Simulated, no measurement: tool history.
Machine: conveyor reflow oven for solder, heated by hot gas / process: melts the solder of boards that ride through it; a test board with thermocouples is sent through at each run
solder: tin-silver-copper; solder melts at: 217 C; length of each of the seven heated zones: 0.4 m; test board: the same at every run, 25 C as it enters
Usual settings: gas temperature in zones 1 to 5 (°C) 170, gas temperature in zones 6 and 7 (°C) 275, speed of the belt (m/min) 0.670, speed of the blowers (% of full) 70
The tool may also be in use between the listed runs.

run	hour	gas temperature in zones 1 to 5 (°C)	gas temperature in zones 6 and 7 (°C)	speed of the belt (m/min)	speed of the blowers (% of full)	highest temperature of the board (°C)	time above the solder's melting point (s)
1	0.0	170	275	0.670	70	258.6	56.2
2	13.4	170	275	0.670	70	258.9	57.3
3	28.0	170	275	0.670	70	259.3	57.0
4	39.8	181	275	0.670	70	260.9	60.8
5	51.3	181	275	0.624	70	262.1	66.7
6	61.0	173	275	0.670	70	260.0	57.9
# hour 89.7: flux residue cleaned out of gas plates and filters
7	89.7	173	275	0.670	70	261.6	59.3
8	108.9	173	275	0.670	70	261.4	58.7
9	124.0	173	275	0.670	70	261.9	59.3
10	145.3	170	269	0.670	70	255.9	54.8
11	166.6	170	269	0.670	70	255.5	54.4
12	179.0	170	269	0.670	70	255.3	54.8
13	203.2	170	269	0.670	70	254.8	55.0
14	215.8	170	269	0.670	70	255.2	55.3
15	238.1	170	275	0.627	70	262.7	63.6
16	251.4	170	281	0.670	70	266.2	60.4
17	261.8	170	281	0.670	70	265.8	60.2
18	284.9	170	281	0.670	70	266.4	60.3
19	298.9	170	266	0.588	63	254.5	63.3
20	321.5	170	266	0.588	63	254.7	62.8
21	331.3	161	266	0.579	68	255.2	61.9
22	347.8	161	266	0.750	53	241.2	34.0
23	359.9	161	275	0.750	82	257.8	47.7
24	374.8	160	264	0.797	79	244.2	36.4
25	396.2	160	264	0.797	79	245.3	35.8
26	409.8	170	275	0.556	70	265.9	73.7
27	428.7	170	275	0.556	70	265.4	73.9
28	446.0	170	275	0.697	85	261.5	56.3
29	464.0	170	275	0.783	85	258.1	47.7
30	476.3	167	275	0.726	85	260.1	52.1
31	500.6	167	275	0.726	85	259.8	52.5

Here are 3 independent what-if runs from the current tool condition. What would each one return?
A	515.2	178	276	0.703	85	?	?
B	515.2	160	275	0.704	70	?	?
C	515.2	170	275	0.759	70	?	?

run	highest temperature of the board (°C)	time above the solder's melting point (s)
A	263.6	58.9
B	256.1	49.1
C	255.7	47.5
Had the tool no hidden state, the same runs would have come out as:
run	highest temperature of the board (°C)	time above the solder's melting point (s)
A	263.9	58.8
B	256.8	49.5
C	256.4	47.8

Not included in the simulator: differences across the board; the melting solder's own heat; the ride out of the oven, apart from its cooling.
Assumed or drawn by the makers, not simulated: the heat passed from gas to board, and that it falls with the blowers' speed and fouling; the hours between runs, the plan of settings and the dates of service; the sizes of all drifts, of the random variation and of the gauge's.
